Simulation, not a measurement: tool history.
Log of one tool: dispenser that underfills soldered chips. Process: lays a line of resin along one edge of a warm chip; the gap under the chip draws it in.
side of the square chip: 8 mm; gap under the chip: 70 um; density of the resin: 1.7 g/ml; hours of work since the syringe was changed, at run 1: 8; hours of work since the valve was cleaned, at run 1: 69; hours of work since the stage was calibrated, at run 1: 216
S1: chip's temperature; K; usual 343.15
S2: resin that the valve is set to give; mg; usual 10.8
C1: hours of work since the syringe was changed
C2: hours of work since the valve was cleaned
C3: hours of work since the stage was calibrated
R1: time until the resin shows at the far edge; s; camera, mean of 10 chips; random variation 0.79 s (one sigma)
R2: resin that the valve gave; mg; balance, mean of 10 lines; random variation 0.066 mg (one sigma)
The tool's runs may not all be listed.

run,hour,S1,S2,C1,C2,C3,R1,R2
1,0.0,343.15,10.8,8,69,216,96.4,10.18
# hour 3.5: new syringe of resin
2,7.0,343.15,10.8,3,74,221,79.4,10.10
3,13.5,343.15,10.8,7,78,225,93.2,10.05
# hour 17.7: new syringe of resin
4,18.7,343.15,10.8,1,82,229,75.6,10.16
5,24.9,343.15,12.4,5,86,233,84.5,11.57
6,29.0,343.15,12.4,8,90,236,93.4,11.45
# hour 32.1: new syringe of resin
7,34.5,343.15,12.4,2,93,240,76.1,11.41
8,38.0,343.15,10.8,4,96,243,85.8,9.98
9,43.7,343.15,10.8,9,100,247,98.1,9.92
# hour 46.5: new syringe of resin
10,50.7,343.15,10.8,3,105,252,81.8,9.94
11,55.1,339.15,9.3,6,108,255,110.8,8.41
12,59.2,336.15,10.4,9,111,258,128.7,9.43
# hour 60.6: new syringe of resin
# hour 61.6: dispensing valve cleaned and set on the balance
13,65.9,355.15,10.0,3,3,262,55.3,10.02
14,72.7,355.15,10.0,8,8,267,66.7,9.95
# hour 76.1: new syringe of resin
15,78.6,334.15,12.5,2,12,271,99.5,12.35

The next listed run, before its measurement:
16,85.2,334.15,12.5,7,17,276,?,?

Run 16 gave R1 118.4 s, R2 12.35 mg.
Without the tool's hidden state the same run would have given R1 98.1 s, R2 12.49 mg.
